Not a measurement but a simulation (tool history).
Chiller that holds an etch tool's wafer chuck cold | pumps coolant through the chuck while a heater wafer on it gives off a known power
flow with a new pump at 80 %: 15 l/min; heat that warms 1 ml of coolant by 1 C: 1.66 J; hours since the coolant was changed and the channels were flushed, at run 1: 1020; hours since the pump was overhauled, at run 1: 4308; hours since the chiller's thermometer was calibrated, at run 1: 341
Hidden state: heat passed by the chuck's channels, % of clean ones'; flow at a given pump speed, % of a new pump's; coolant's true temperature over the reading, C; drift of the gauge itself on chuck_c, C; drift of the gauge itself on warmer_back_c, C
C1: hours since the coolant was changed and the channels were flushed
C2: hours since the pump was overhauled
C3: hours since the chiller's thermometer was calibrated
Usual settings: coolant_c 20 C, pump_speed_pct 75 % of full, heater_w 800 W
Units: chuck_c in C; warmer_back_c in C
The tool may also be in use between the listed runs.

Run 1, hour 0.0: usual settings; C1 1020; C2 4308; C3 341. Result: chuck_c 30.7 C, warmer_back_c 2.31 C.
Run 2, hour 76.1: usual settings; C1 1096; C2 4384; C3 417. Result: chuck_c 30.7 C, warmer_back_c 2.28 C.
Run 3, hour 157.8: usual settings but pump_speed_pct 92 % of full; C1 1178; C2 4466; C3 498. Result: chuck_c 29.6 C, warmer_back_c 1.81 C.
Run 4, hour 323.2: usual settings but pump_speed_pct 92 % of full; C1 1343; C2 4631; C3 664. Result: chuck_c 29.8 C, warmer_back_c 1.76 C.
Run 5, hour 427.1: usual settings but heater_w 533 W; C1 1447; C2 4735; C3 768. Result: chuck_c 27.4 C, warmer_back_c 1.48 C.
Run 6, hour 511.7: usual settings but heater_w 841 W; C1 1532; C2 4820; C3 852. Result: chuck_c 31.6 C, warmer_back_c 2.44 C.
Run 7, hour 613.5: usual settings but pump_speed_pct 67 % of full; C1 1633; C2 4922; C3 954. Result: chuck_c 32.1 C, warmer_back_c 2.60 C.
Run 8, hour 713.6: usual settings but pump_speed_pct 93 % of full; C1 1734; C2 5022; C3 1054. Result: chuck_c 30.0 C, warmer_back_c 1.82 C.
Run 9, hour 892.9: usual settings but pump_speed_pct 93 % of full; C1 1913; C2 5201; C3 1233. Result: chuck_c 29.9 C, warmer_back_c 1.81 C.
Run 10, hour 989.2: usual settings but pump_speed_pct 93 % of full; C1 2009; C2 5297; C3 1330. Result: chuck_c 30.1 C, warmer_back_c 1.79 C.
Run 11, hour 1094.7: usual settings but coolant_c 13 C, pump_speed_pct 93 % of full; C1 2115; C2 5403; C3 1435. Result: chuck_c 23.3 C, warmer_back_c 1.78 C.
Run 12, hour 1201.3: usual settings but coolant_c 13 C, pump_speed_pct 93 % of full; C1 2221; C2 5509; C3 1542. Result: chuck_c 23.4 C, warmer_back_c 1.81 C.
Run 13, hour 1385.9: usual settings but coolant_c 13 C, pump_speed_pct 93 % of full; C1 2406; C2 5694; C3 1726. Result: chuck_c 23.4 C, warmer_back_c 1.85 C.
Run 14, hour 1502.4: usual settings; C1 2522; C2 5811; C3 1843. Result: chuck_c 32.4 C, warmer_back_c 2.27 C.
Run 15, hour 1633.8: usual settings but pump_speed_pct 76 % of full; C1 2654; C2 5942; C3 1974. Result: chuck_c 32.4 C, warmer_back_c 2.32 C.
Run 16, hour 1740.7: usual settings but pump_speed_pct 76 % of full; C1 2761; C2 6049; C3 2081. Result: chuck_c 32.3 C, warmer_back_c 2.22 C.
Run 17, hour 1922.3: usual settings but pump_speed_pct 76 % of full; C1 2942; C2 6230; C3 2263. Result: chuck_c 32.6 C, warmer_back_c 2.35 C.
Run 18, hour 2063.6: usual settings but pump_speed_pct 76 % of full, heater_w 403 W; C1 3084; C2 6372; C3 2404. Result: chuck_c 26.6 C, warmer_back_c 1.14 C.
Run 19, hour 2170.5: usual settings but pump_speed_pct 76 % of full, heater_w 403 W; C1 3190; C2 6479; C3 2511. Result: chuck_c 26.7 C, warmer_back_c 1.16 C.
Run 20, hour 2256.1: usual settings but pump_speed_pct 76 % of full, heater_w 844 W; C1 3276; C2 6564; C3 2597. Result: chuck_c 33.4 C, warmer_back_c 2.44 C.
Run 21, hour 2420.4: usual settings but coolant_c 25 C, pump_speed_pct 91 % of full, heater_w 1156 W; C1 3440; C2 6728; C3 2761. Result: chuck_c 41.6 C, warmer_back_c 2.74 C.
Run 22, hour 2503.8: usual settings but coolant_c 11 C, pump_speed_pct 86 % of full; C1 3524; C2 6812; C3 2844. Result: chuck_c 23.0 C, warmer_back_c 2.05 C.
Run 23, hour 2601.6: usual settings but coolant_c 11 C, pump_speed_pct 86 % of full; C1 3622; C2 6910; C3 2942. Result: chuck_c 23.2 C, warmer_back_c 2.06 C.
At hour 2671.7: coolant changed, channels flushed.
Run 24, hour 2761.7: usual settings but coolant_c 11 C, pump_speed_pct 86 % of full; C1 90; C2 7064; C3 3096. Result: chuck_c 21.7 C, warmer_back_c 2.01 C.
Run 25, hour 2933.4: usual settings but coolant_c 10 C, pump_speed_pct 84 % of full, heater_w 757 W; C1 262; C2 7236; C3 3268. Result: chuck_c 20.3 C, warmer_back_c 1.99 C.
Run 26, hour 3093.2: usual settings but coolant_c 17 C, pump_speed_pct 77 % of full, heater_w 757 W; C1 421; C2 7395; C3 3428. Result: chuck_c 27.7 C, warmer_back_c 2.23 C.
Run 27, hour 3249.1: usual settings but coolant_c 17 C, pump_speed_pct 77 % of full, heater_w 757 W; C1 577; C2 7551; C3 3584. Result: chuck_c 28.0 C, warmer_back_c 2.20 C.
Run 28, hour 3392.9: usual settings but coolant_c 17 C, pump_speed_pct 77 % of full, heater_w 757 W; C1 721; C2 7695; C3 3727. Result: chuck_c 28.2 C, warmer_back_c 2.23 C.
At hour 3426.4: coolant pump overhauled.
Run 29, hour 3527.9: usual settings but pump_speed_pct 62 % of full, heater_w 761 W; C1 851; C2 101; C3 3857. Result: chuck_c 31.8 C, warmer_back_c 2.40 C.
Run 30, hour 3684.5: usual settings but pump_speed_pct 80 % of full, heater_w 748 W; C1 1008; C2 258; C3 4014. Result: chuck_c 30.2 C, warmer_back_c 1.82 C.
Run 31, hour 3830.5: usual settings but pump_speed_pct 85 % of full, heater_w 748 W; C1 1154; C2 404; C3 4160. Result: chuck_c 29.9 C, warmer_back_c 1.74 C.
Run 32, hour 3990.2: usual settings but coolant_c 22 C, pump_speed_pct 63 % of full, heater_w 891 W; C1 1314; C2 564; C3 4320. Result: chuck_c 35.9 C, warmer_back_c 2.83 C.

Forecast each of these 3 alternatives for the next run:
Run A, hour 4068.7: usual settings but coolant_c 19 C, pump_speed_pct 63 % of full, heater_w 665 W; C1 1392; C2 642; C3 4398. Result: chuck_c ?, warmer_back_c ?.
Run B, hour 4068.7: usual settings but pump_speed_pct 76 % of full; C1 1392; C2 642; C3 4398. Result: chuck_c ?, warmer_back_c ?.
Run C, hour 4068.7: usual settings but coolant_c 12 C, pump_speed_pct 99 % of full, heater_w 670 W; C1 1392; C2 642; C3 4398. Result: chuck_c ?, warmer_back_c ?.

run  chuck_c  warmer_back_c
  A     29.7           2.11
  B     31.4           2.08
  C     20.5           1.30
Without the tool's hidden state the same runs would have given:
run  chuck_c  warmer_back_c
  A     28.1           2.09
  B     29.6           2.06
  C     19.0           1.29
